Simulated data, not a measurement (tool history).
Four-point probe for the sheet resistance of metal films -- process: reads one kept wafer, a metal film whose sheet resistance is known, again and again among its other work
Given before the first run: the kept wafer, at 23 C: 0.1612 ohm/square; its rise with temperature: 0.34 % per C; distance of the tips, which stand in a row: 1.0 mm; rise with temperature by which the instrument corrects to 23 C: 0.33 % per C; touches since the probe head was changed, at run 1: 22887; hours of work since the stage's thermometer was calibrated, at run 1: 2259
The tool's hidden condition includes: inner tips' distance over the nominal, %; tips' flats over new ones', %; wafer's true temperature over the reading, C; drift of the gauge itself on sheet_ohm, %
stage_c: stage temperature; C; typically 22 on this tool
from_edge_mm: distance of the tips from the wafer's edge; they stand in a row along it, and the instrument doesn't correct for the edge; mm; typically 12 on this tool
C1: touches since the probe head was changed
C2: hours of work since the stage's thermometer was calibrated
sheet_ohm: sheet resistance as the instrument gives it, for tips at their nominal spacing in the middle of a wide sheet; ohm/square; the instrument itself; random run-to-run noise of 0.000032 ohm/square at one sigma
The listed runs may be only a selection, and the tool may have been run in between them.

Run 1, hour 0: usual settings; C1 22887; C2 2259. Result: sheet_ohm 0.161588 ohm/square.
Run 2, hour 73: usual settings; C1 23906; C2 2298. Result: sheet_ohm 0.16156 ohm/square.
Run 3, hour 119.3: usual settings; C1 24554; C2 2324. Result: sheet_ohm 0.161598 ohm/square.
Run 4, hour 200.3: usual settings; C1 25686; C2 2368. Result: sheet_ohm 0.16161 ohm/square.
Run 5, hour 255: usual settings but stage_c 33 C; C1 26450; C2 2398. Result: sheet_ohm 0.1618 ohm/square.
Run 6, hour 308: usual settings but stage_c 33 C; C1 27191; C2 2427. Result: sheet_ohm 0.161801 ohm/square.
Run 7, hour 373.8: usual settings but from_edge_mm 10 mm; C1 28111; C2 2463. Result: sheet_ohm 0.161807 ohm/square.
Run 8, hour 458: usual settings but from_edge_mm 22 mm; C1 29287; C2 2509. Result: sheet_ohm 0.161084 ohm/square.
Run 9, hour 499.8: usual settings but from_edge_mm 22 mm; C1 29871; C2 2532. Result: sheet_ohm 0.161116 ohm/square.
Run 10, hour 553.9: usual settings but stage_c 24 C; C1 30627; C2 2561. Result: sheet_ohm 0.161547 ohm/square.
Run 11, hour 596.1: usual settings but from_edge_mm 13 mm; C1 31217; C2 2584. Result: sheet_ohm 0.161394 ohm/square.
Run 12, hour 676.5: usual settings; C1 32340; C2 2628. Result: sheet_ohm 0.161414 ohm/square.
Run 13, hour 723.3: usual settings; C1 32995; C2 2654. Result: sheet_ohm 0.161461 ohm/square.
Run 14, hour 802.9: usual settings; C1 34107; C2 2697. Result: sheet_ohm 0.161438 ohm/square.
Run 15, hour 894.7: usual settings; C1 35390; C2 2747. Result: sheet_ohm 0.161425 ohm/square.
Run 16, hour 962.7: usual settings; C1 36340; C2 2785. Result: sheet_ohm 0.161417 ohm/square.
Run 17, hour 1009.6: usual settings; C1 36996; C2 2810. Result: sheet_ohm 0.161377 ohm/square.
Run 18, hour 1049.2: usual settings; C1 37548; C2 2832. Result: sheet_ohm 0.161395 ohm/square.
Run 19, hour 1106.4: usual settings but stage_c 27 C, from_edge_mm 7 mm; C1 38348; C2 2863. Result: sheet_ohm 0.162638 ohm/square.
Run 20, hour 1181.9: usual settings but stage_c 24 C, from_edge_mm 38 mm; C1 39404; C2 2904. Result: sheet_ohm 0.160909 ohm/square.
Run 21, hour 1239.7: usual settings but stage_c 32 C; C1 40211; C2 2936. Result: sheet_ohm 0.161682 ohm/square.
At hour 1324.5: stage's thermometer calibrated.
Run 22, hour 1334.2: usual settings but stage_c 26 C, from_edge_mm 27 mm; C1 41524; C2 5. Result: sheet_ohm 0.161587 ohm/square.
Run 23, hour 1412.6: usual settings but stage_c 26 C, from_edge_mm 60 mm; C1 42619; C2 48. Result: sheet_ohm 0.16146 ohm/square.
Run 24, hour 1491.2: usual settings but stage_c 31 C, from_edge_mm 3 mm; C1 43718; C2 91. Result: sheet_ohm 0.170648 ohm/square.
Run 25, hour 1588.9: usual settings but stage_c 26 C, from_edge_mm 10 mm; C1 45083; C2 144. Result: sheet_ohm 0.162363 ohm/square.
Run 26, hour 1664.4: usual settings but stage_c 28 C, from_edge_mm 70 mm; C1 46139; C2 186. Result: sheet_ohm 0.161481 ohm/square.
Run 27, hour 1718.8: usual settings but stage_c 28 C, from_edge_mm 70 mm; C1 46900; C2 215. Result: sheet_ohm 0.161523 ohm/square.
Run 28, hour 1789.2: usual settings but stage_c 33 C, from_edge_mm 13 mm; C1 47882; C2 254. Result: sheet_ohm 0.162075 ohm/square.
Run 29, hour 1876.4: usual settings; C1 49101; C2 302. Result: sheet_ohm 0.161811 ohm/square.
Run 30, hour 1921.2: usual settings but stage_c 21 C, from_edge_mm 33 mm; C1 49727; C2 326. Result: sheet_ohm 0.161284 ohm/square.
Run 31, hour 1969.1: usual settings but stage_c 28 C, from_edge_mm 75 mm; C1 50397; C2 352. Result: sheet_ohm 0.161407 ohm/square.
Run 32, hour 2031.7: usual settings but stage_c 28 C, from_edge_mm 75 mm; C1 51272; C2 386. Result: sheet_ohm 0.161388 ohm/square.
Run 33, hour 2099.9: usual settings but from_edge_mm 4 mm; C1 52225; C2 424. Result: sheet_ohm 0.166442 ohm/square.

Branching from run 33: 3 alternative next runs. What would each branch give?
Run A, hour 2180.2: usual settings but stage_c 27 C, from_edge_mm 13 mm; C1 53346; C2 468. Result: sheet_ohm ?.
Run B, hour 2180.2: usual settings but stage_c 33 C, from_edge_mm 33 mm; C1 53346; C2 468. Result: sheet_ohm ?.
Run C, hour 2180.2: usual settings but stage_c 33 C, from_edge_mm 8 mm; C1 53346; C2 468. Result: sheet_ohm ?.

run  sheet_ohm
  A   0.161856
  B    0.16157
  C   0.162833
Without the tool's hidden state the same runs would have given:
run  sheet_ohm
  A   0.161841
  B   0.161553
  C   0.162816
